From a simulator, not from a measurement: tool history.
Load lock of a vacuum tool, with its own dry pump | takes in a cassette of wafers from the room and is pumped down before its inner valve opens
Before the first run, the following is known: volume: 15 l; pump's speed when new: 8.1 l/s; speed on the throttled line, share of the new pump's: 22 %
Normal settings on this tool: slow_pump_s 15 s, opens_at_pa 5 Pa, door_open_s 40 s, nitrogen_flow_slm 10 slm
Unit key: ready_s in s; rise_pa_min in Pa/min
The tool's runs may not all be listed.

| run | hour | slow_pump_s | opens_at_pa | door_open_s | nitrogen_flow_slm | incoming humidity of the room's air, % | ready_s | rise_pa_min |
|---|---|---|---|---|---|---|---|---|
| 1 | 0.0 | 15 | 5 | 40 | 10 | 45.2 | 30.9 | 0.068 |
| 2 | 74.9 | 15 | 10 | 40 | 10 | 46.3 | 29.6 | 0.070 |
| 3 | 152.0 | 15 | 10 | 40 | 10 | 46.3 | 29.6 | 0.081 |
| 4 | 231.2 | 15 | 5 | 40 | 10 | 45.1 | 32.3 | 0.075 |
| 5 | 379.8 | 15 | 5 | 40 | 10 | 44.8 | 31.3 | 0.074 |
| 6 | 446.8 | 15 | 5 | 40 | 10 | 45.2 | 31.6 | 0.075 |
| 7 | 603.9 | 15 | 5 | 40 | 10 | 41.6 | 31.2 | 0.073 |
| 8 | 733.7 | 15 | 5 | 145 | 10 | 44.3 | 31.1 | 0.114 |
| 9 | 887.8 | 15 | 7 | 40 | 10 | 45.2 | 30.7 | 0.078 |
| 10 | 956.9 | 13 | 6 | 40 | 14 | 42.1 | 29.3 | 0.067 |
| 11 | 1103.7 | 21 | 8 | 40 | 26 | 47.7 | 35.1 | 0.066 |
| 12 | 1222.3 | 21 | 8 | 40 | 26 | 43.3 | 35.1 | 0.064 |
| 13 | 1306.1 | 19 | 9 | 197 | 6 | 46.2 | 33.1 | 0.149 |
| 14 | 1446.3 | 19 | 9 | 197 | 6 | 47.8 | 33.6 | 0.153 |
| 15 | 1527.8 | 19 | 9 | 64 | 7 | 43.3 | 33.2 | 0.089 |
| 16 | 1658.0 | 19 | 9 | 64 | 7 | 42.8 | 33.4 | 0.095 |
| 17 | 1728.6 | 10 | 5 | 37 | 12 | 44.0 | 27.4 | 0.075 |

Branching from run 17: 3 alternative next runs. What would each branch give?
| A | 1860.4 | 14 | 5 | 154 | 10 | 45.8 | ? | ? |
| B | 1860.4 | 10 | 4 | 37 | 12 | 44.7 | ? | ? |
| C | 1860.4 | 11 | 5 | 27 | 12 | 43.6 | ? | ? |

| run | ready_s | rise_pa_min |
|---|---|---|
| A | 30.6 | 0.123 |
| B | 28.3 | 0.077 |
| C | 28.5 | 0.070 |
The same runs, with their run-to-run variation unchanged, on a tool lacking any hidden condition would have given:
| run | ready_s | rise_pa_min |
|---|---|---|
| A | 29.5 | 0.114 |
| B | 27.1 | 0.069 |
| C | 27.3 | 0.062 |
